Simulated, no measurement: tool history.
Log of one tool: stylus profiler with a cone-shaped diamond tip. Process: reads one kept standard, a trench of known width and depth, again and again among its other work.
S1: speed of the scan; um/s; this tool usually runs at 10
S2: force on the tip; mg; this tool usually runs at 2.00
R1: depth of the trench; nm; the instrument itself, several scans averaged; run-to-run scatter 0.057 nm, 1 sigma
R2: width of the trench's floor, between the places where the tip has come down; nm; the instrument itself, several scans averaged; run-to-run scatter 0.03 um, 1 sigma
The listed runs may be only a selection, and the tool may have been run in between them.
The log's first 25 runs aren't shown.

Run 26, hour 2167.3: usual settings but S1 26 um/s, S2 3.15 mg. Result: R1 101.60 nm, R2 28000 nm.
Run 27, hour 2261.0: usual settings but S1 5 um/s. Result: R1 101.36 nm, R2 28010 nm.
Run 28, hour 2327.4: usual settings but S1 21 um/s, S2 3.27 mg. Result: R1 101.78 nm, R2 27920 nm.
Run 29, hour 2394.1: usual settings but S1 21 um/s, S2 3.27 mg. Result: R1 101.65 nm, R2 27870 nm.
Run 30, hour 2504.9: usual settings but S1 7 um/s, S2 2.94 mg. Result: R1 101.70 nm, R2 27910 nm.
Run 31, hour 2585.3: usual settings but S1 7 um/s, S2 3.16 mg. Result: R1 101.66 nm, R2 27820 nm.
Run 32, hour 2687.2: usual settings but S1 5 um/s, S2 0.77 mg. Result: R1 100.88 nm, R2 27680 nm.
At hour 2735.6: new tip fitted, height scale calibrated.
Run 33, hour 2746.9: usual settings but S1 5 um/s, S2 0.77 mg. Result: R1 100.62 nm, R2 28580 nm.
Run 34, hour 2848.2: usual settings but S1 7 um/s, S2 1.06 mg. Result: R1 100.73 nm, R2 28450 nm.
Run 35, hour 2936.9: usual settings but S1 18 um/s, S2 1.61 mg. Result: R1 100.99 nm, R2 28300 nm.
Run 36, hour 3044.7: usual settings but S1 8 um/s, S2 1.94 mg. Result: R1 101.13 nm, R2 28270 nm.
Run 37, hour 3162.1: usual settings but S1 8 um/s, S2 1.94 mg. Result: R1 101.26 nm, R2 28190 nm.
Run 38, hour 3277.1: usual settings but S1 22 um/s, S2 0.88 mg. Result: R1 100.71 nm, R2 27980 nm.
Run 39, hour 3361.0: usual settings but S1 5 um/s, S2 1.73 mg. Result: R1 101.06 nm, R2 28100 nm.
Run 40, hour 3468.9: usual settings but S1 5 um/s, S2 1.73 mg. Result: R1 101.16 nm, R2 27970 nm.
Run 41, hour 3537.0: usual settings but S1 6 um/s, S2 0.70 mg. Result: R1 100.72 nm, R2 28000 nm.
Run 42, hour 3620.1: usual settings but S1 31 um/s, S2 5.14 mg. Result: R1 102.34 nm, R2 27830 nm.
Run 43, hour 3695.6: usual settings but S1 30 um/s, S2 2.67 mg. Result: R1 101.65 nm, R2 27730 nm.

Predict each of these 3 candidate next runs independently; none follows another, all start after run 43:
Run A, hour 3752.3: usual settings but S1 30 um/s, S2 1.10 mg. Result: R1 ?, R2 ?.
Run B, hour 3752.3: usual settings but S1 3 um/s, S2 1.39 mg. Result: R1 ?, R2 ?.
Run C, hour 3752.3: usual settings but S1 9 um/s. Result: R1 ?, R2 ?.

run      R1     R2
  A  100.95  27650
  B  101.04  27870
  C  101.37  27810
Stripped of hidden state, with their random variation kept, the same runs would have yielded:
run      R1     R2
  A  100.73  28360
  B  100.82  28580
  C  101.15  28520
